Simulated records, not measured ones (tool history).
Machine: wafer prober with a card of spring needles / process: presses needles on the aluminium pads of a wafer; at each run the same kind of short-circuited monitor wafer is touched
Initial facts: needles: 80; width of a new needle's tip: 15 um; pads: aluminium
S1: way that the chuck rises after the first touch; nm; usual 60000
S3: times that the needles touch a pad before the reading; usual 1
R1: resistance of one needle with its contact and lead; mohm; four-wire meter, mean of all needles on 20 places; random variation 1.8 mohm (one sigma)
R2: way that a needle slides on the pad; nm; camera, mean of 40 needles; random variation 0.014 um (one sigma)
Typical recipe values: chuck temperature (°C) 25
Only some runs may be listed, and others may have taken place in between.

run 1 day=0 | S1=60000 chuck_temperature_(°C)=25 S3=1 | R1=188 R2=10090
-- day=0.525 tips cleaned on abrasive film
-- day=0.712 height of the first contact set anew
run 2 day=0.971 | S1=60000 chuck_temperature_(°C)=25 S3=1 | R1=252 R2=10260
-- day=1.104 tips cleaned on abrasive film
-- day=1.621 tips cleaned on abrasive film
run 3 day=1.742 | S1=60000 chuck_temperature_(°C)=25 S3=1 | R1=221 R2=10270
-- day=2.162 tips cleaned on abrasive film
-- day=2.712 tips cleaned on abrasive film
run 4 day=2.746 | S1=60000 chuck_temperature_(°C)=25 S3=1 | R1=197 R2=10250
-- day=3.262 tips cleaned on abrasive film
run 5 day=3.725 | S1=60000 chuck_temperature_(°C)=25 S3=1 | R1=260 R2=10250
-- day=3.808 tips cleaned on abrasive film
-- day=4.371 tips cleaned on abrasive film
run 6 day=4.608 | S1=66000 chuck_temperature_(°C)=25 S3=1 | R1=231 R2=11250
-- day=4.904 tips cleaned on abrasive film
run 7 day=5.208 | S1=66000 chuck_temperature_(°C)=25 S3=1 | R1=236 R2=11270
-- day=5.45 tips cleaned on abrasive film
-- day=5.983 tips cleaned on abrasive film
run 8 day=6.204 | S1=66000 chuck_temperature_(°C)=25 S3=1 | R1=228 R2=11240
-- day=6.517 tips cleaned on abrasive film
-- day=7.079 tips cleaned on abrasive film
run 9 day=7.258 | S1=66000 chuck_temperature_(°C)=25 S3=1 | R1=222 R2=11220
-- day=7.588 tips cleaned on abrasive film
run 10 day=7.988 | S1=66000 chuck_temperature_(°C)=25 S3=1 | R1=252 R2=11220
-- day=8.15 tips cleaned on abrasive film
-- day=8.717 tips cleaned on abrasive film
run 11 day=8.875 | S1=61000 chuck_temperature_(°C)=25 S3=3 | R1=201 R2=10350

Predict the results of run 12:
-- day=9.267 tips cleaned on abrasive film
run 12 day=9.525 | S1=70000 chuck_temperature_(°C)=60 S3=2 | R1=? R2=?

Logged for run 12: R1 213 mohm, R2 11880 nm.
With the hidden condition absent and the run-to-run variation left alone, this run would have shown R1 186 mohm, R2 12000 nm.

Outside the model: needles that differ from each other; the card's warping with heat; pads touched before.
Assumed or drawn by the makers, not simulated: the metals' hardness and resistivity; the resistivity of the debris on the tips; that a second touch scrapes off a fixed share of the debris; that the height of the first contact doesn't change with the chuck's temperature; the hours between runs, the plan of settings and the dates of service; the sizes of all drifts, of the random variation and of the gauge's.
